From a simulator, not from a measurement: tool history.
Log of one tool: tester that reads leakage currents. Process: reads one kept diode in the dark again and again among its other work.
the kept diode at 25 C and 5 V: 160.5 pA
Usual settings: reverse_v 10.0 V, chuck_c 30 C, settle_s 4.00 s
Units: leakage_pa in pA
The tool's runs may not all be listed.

run	hour	reverse_v	chuck_c	settle_s	leakage_pa
1	0.0	10.0	30	4.00	334.23
2	122.2	10.0	30	4.00	336.92
3	244.3	10.0	30	4.00	336.54
4	408.7	10.0	30	2.83	338.12
5	481.2	10.0	30	2.83	336.17
6	575.5	10.0	30	1.48	337.03
7	712.9	10.0	54	4.00	1730.43
# hour 761.0: tester calibrated
8	832.4	10.0	54	4.00	1727.50
9	930.1	10.8	50	4.00	1397.95
# hour 955.9: chuck's temperature calibrated
10	1084.3	10.0	54	1.95	1734.91
11	1235.6	10.0	22	4.00	183.83
12	1387.0	10.0	30	0.31	345.12
13	1543.4	10.0	30	0.31	343.62
14	1621.2	10.0	30	0.63	338.11
15	1776.8	1.9	30	0.35	142.93
16	1847.3	1.9	30	5.28	142.14

4 ways to go on from here, each from the tool as it stands after run 16. What would each give?
A	1995.4	10.0	36	4.00	?
B	1995.4	1.9	30	6.34	?
C	1995.4	9.2	28	4.00	?
D	1995.4	12.2	43	1.16	?

run	leakage_pa
A	516.18
B	141.80
C	276.31
D	936.14
Without the tool's hidden state the same runs would have given:
run	leakage_pa
A	516.32
B	141.86
C	276.32
D	936.49
